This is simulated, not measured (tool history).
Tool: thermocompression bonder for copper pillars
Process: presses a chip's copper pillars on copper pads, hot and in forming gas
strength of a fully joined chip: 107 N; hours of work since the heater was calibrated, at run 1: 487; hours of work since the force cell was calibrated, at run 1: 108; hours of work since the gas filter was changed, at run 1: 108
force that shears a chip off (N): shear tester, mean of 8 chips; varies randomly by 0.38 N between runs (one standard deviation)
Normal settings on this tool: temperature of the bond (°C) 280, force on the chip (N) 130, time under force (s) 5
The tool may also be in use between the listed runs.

run	day	temperature of the bond (°C)	force on the chip (N)	time under force (s)	hours of work since the heater was calibrated	hours of work since the force cell was calibrated	hours of work since the gas filter was changed	force that shears a chip off (N)
1	0.000	280	130	5	487	108	108	71.6
2	1.304	280	92	5	501	122	122	58.6
3	2.296	280	92	5	512	133	133	57.9
4	3.317	280	92	5	523	144	144	57.7
5	3.908	280	92	5	529	150	150	57.5
6	4.921	280	92	5	540	161	161	57.4
7	5.654	280	92	5	548	169	169	57.2
8	6.421	280	130	4	556	177	177	66.4
9	7.125	262	130	4	563	184	184	51.9
10	8.242	262	130	4	575	196	196	51.4
11	8.875	262	130	4	582	203	203	51.2
12	9.904	280	130	5	593	214	214	68.4
# day 10.788: forming gas filter changed
13	11.021	306	130	5	604	226	2	91.6
14	11.879	306	130	5	614	235	12	91.4
15	13.142	306	130	5	627	248	25	90.3
16	13.800	275	130	5	634	255	32	68.9
17	14.550	280	92	5	642	263	40	59.7
18	15.500	280	92	5	652	273	50	58.9
19	16.117	280	92	5	659	280	57	59.7
20	16.688	280	92	5	665	286	63	59.4
21	17.396	266	82	13	672	294	70	61.4
22	18.488	281	117	13	684	305	82	85.1
23	19.658	263	89	4	697	318	95	40.9
24	20.692	280	130	9	708	329	106	82.1
25	21.342	284	152	5	715	336	113	79.8
26	22.629	300	130	8	728	349	126	90.5
27	23.779	300	130	8	740	362	138	90.2
28	25.042	300	153	4	754	375	152	84.7
29	26.196	280	103	7	766	387	164	67.4
30	27.392	271	150	5	779	400	177	68.4
31	28.446	271	150	5	790	411	188	67.4
32	29.246	285	174	4	799	420	197	78.0
33	29.946	285	159	8	806	427	204	85.9
34	30.721	280	128	5	814	436	212	67.6
35	31.383	251	83	5	822	443	220	32.4
# day 31.796: forming gas filter changed
36	32.025	252	130	4	828	449	2	46.6
37	32.804	252	130	4	836	458	11	46.9

Entry by entry between the runs, the difference in hidden state between the last listed run before and the first listed run after:
Between runs 12 and 13: forming gas filter changed (day 10.788)
  force that reaches the chip, % of what is set: 101.2 -> 101.3; oxide that the forming gas leaves, % of the face: 8.09 -> 0.74
  measured minus no-state result, force that shears a chip off (N): -6.4 -> -0.8
Between runs 35 and 36: forming gas filter changed (day 31.796)
  force that reaches the chip, % of what is set: 102.2 -> 102.3; oxide that the forming gas leaves, % of the face: 8.62 -> 0.69
  measured minus no-state result, force that shears a chip off (N): -3.7 -> -1.1
